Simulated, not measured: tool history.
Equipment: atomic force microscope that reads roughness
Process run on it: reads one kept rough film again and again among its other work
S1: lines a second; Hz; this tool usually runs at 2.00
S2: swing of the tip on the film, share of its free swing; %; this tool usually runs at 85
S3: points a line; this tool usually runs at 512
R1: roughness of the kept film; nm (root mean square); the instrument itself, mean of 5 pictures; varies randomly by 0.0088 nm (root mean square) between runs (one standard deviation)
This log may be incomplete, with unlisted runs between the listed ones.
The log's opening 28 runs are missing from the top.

run 29 hour=270.9 | S1=1.25 S2=83 S3=312 | R1=1.578
run 30 hour=278.6 | S1=0.84 S2=58 S3=396 | R1=1.702
run 31 hour=284.4 | S1=3.78 S2=71 S3=460 | R1=1.477
run 32 hour=290.3 | S1=3.64 S2=57 S3=803 | R1=1.586
run 33 hour=296.9 | S1=3.11 S2=57 S3=803 | R1=1.573
run 34 hour=304.4 | S1=3.23 S2=58 S3=360 | R1=1.515
run 35 hour=314.3 | S1=3.23 S2=58 S3=360 | R1=1.474
-- hour=316.6 new tip fitted
run 36 hour=324.8 | S1=0.91 S2=80 S3=737 | R1=2.080
run 37 hour=334.1 | S1=0.91 S2=80 S3=737 | R1=2.016
run 38 hour=347.3 | S1=0.91 S2=80 S3=737 | R1=1.942
run 39 hour=355.8 | S1=0.91 S2=80 S3=737 | R1=1.910
run 40 hour=363.0 | S1=2.00 S2=85 S3=737 | R1=1.670
run 41 hour=370.3 | S1=1.09 S2=85 S3=760 | R1=1.753

Here are 4 independent what-if runs from the current tool condition. What would each one return?
run A hour=379.1 | S1=2.18 S2=66 S3=512 | R1=?
run B hour=379.1 | S1=1.38 S2=76 S3=760 | R1=?
run C hour=379.1 | S1=3.07 S2=70 S3=565 | R1=?
run D hour=379.1 | S1=1.09 S2=84 S3=760 | R1=?

run=A R1=1.743
run=B R1=1.744
run=C R1=1.667
run=D R1=1.746
With no hidden state in the tool, these same runs would have given:
run=A R1=2.157
run=B R1=2.159
run=C R1=2.063
run=D R1=2.162

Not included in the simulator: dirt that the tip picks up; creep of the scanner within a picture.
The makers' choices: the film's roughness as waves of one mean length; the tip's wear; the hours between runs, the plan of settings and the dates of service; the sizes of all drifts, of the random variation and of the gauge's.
